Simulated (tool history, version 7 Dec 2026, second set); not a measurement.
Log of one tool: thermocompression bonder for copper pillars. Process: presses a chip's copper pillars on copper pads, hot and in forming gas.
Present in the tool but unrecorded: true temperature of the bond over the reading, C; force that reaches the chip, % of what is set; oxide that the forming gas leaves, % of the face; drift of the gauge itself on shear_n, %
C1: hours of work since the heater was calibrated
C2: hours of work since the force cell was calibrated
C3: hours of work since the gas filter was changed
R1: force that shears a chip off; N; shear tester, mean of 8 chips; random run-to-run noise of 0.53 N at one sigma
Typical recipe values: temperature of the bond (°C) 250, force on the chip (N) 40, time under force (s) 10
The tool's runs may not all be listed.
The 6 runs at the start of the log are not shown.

{"day": 2.462, "done": "forming gas filter changed"}
{"run": 7, "day": 2.875, "temperature of the bond (°C)": 259, "force on the chip (N)": 40, "time under force (s)": 10, "C1": 295, "C2": 116, "C3": 7, "R1": 58.2}
{"run": 8, "day": 3.45, "temperature of the bond (°C)": 259, "force on the chip (N)": 40, "time under force (s)": 10, "C1": 305, "C2": 126, "C3": 17, "R1": 56.9}
{"run": 9, "day": 4.092, "temperature of the bond (°C)": 259, "force on the chip (N)": 40, "time under force (s)": 10, "C1": 316, "C2": 138, "C3": 28, "R1": 58}
{"run": 10, "day": 4.583, "temperature of the bond (°C)": 250, "force on the chip (N)": 40, "time under force (s)": 10, "C1": 325, "C2": 146, "C3": 37, "R1": 52.1}
{"run": 11, "day": 5.058, "temperature of the bond (°C)": 250, "force on the chip (N)": 40, "time under force (s)": 10, "C1": 333, "C2": 154, "C3": 45, "R1": 52.4}
{"run": 12, "day": 5.638, "temperature of the bond (°C)": 250, "force on the chip (N)": 40, "time under force (s)": 10, "C1": 343, "C2": 164, "C3": 55, "R1": 51.2}
{"run": 13, "day": 5.946, "temperature of the bond (°C)": 250, "force on the chip (N)": 40, "time under force (s)": 8, "C1": 349, "C2": 170, "C3": 61, "R1": 48.3}
{"run": 14, "day": 6.225, "temperature of the bond (°C)": 250, "force on the chip (N)": 40, "time under force (s)": 8, "C1": 354, "C2": 175, "C3": 66, "R1": 48.4}
{"run": 15, "day": 6.621, "temperature of the bond (°C)": 250, "force on the chip (N)": 40, "time under force (s)": 8, "C1": 360, "C2": 182, "C3": 72, "R1": 47.9}
{"run": 16, "day": 6.938, "temperature of the bond (°C)": 250, "force on the chip (N)": 40, "time under force (s)": 8, "C1": 366, "C2": 187, "C3": 78, "R1": 47.7}
{"run": 17, "day": 7.304, "temperature of the bond (°C)": 274, "force on the chip (N)": 40, "time under force (s)": 10, "C1": 372, "C2": 194, "C3": 84, "R1": 67.5}
{"run": 18, "day": 7.725, "temperature of the bond (°C)": 229, "force on the chip (N)": 40, "time under force (s)": 10, "C1": 380, "C2": 201, "C3": 92, "R1": 39.2}
{"run": 19, "day": 8.346, "temperature of the bond (°C)": 229, "force on the chip (N)": 40, "time under force (s)": 10, "C1": 391, "C2": 212, "C3": 103, "R1": 38.7}
{"run": 20, "day": 8.983, "temperature of the bond (°C)": 229, "force on the chip (N)": 40, "time under force (s)": 10, "C1": 402, "C2": 223, "C3": 114, "R1": 38.9}
{"run": 21, "day": 9.429, "temperature of the bond (°C)": 229, "force on the chip (N)": 40, "time under force (s)": 10, "C1": 409, "C2": 231, "C3": 121, "R1": 39.3}
{"run": 22, "day": 10.042, "temperature of the bond (°C)": 250, "force on the chip (N)": 37, "time under force (s)": 10, "C1": 420, "C2": 241, "C3": 132, "R1": 51.1}
{"run": 23, "day": 10.371, "temperature of the bond (°C)": 247, "force on the chip (N)": 40, "time under force (s)": 10, "C1": 426, "C2": 247, "C3": 138, "R1": 49.4}
{"run": 24, "day": 10.833, "temperature of the bond (°C)": 250, "force on the chip (N)": 30, "time under force (s)": 13, "C1": 434, "C2": 255, "C3": 146, "R1": 50.2}
{"run": 25, "day": 11.117, "temperature of the bond (°C)": 265, "force on the chip (N)": 53, "time under force (s)": 13, "C1": 439, "C2": 260, "C3": 151, "R1": 73.9}

What will run 26 give?
{"run": 26, "day": 11.417, "temperature of the bond (°C)": 265, "force on the chip (N)": 36, "time under force (s)": 15, "C1": 444, "C2": 265, "C3": 156, "R1": "?"}

Run 26 yielded R1 66.5 N.
If the tool had no hidden condition, the same run with the same run-to-run variation would have returned R1 66.7 N.

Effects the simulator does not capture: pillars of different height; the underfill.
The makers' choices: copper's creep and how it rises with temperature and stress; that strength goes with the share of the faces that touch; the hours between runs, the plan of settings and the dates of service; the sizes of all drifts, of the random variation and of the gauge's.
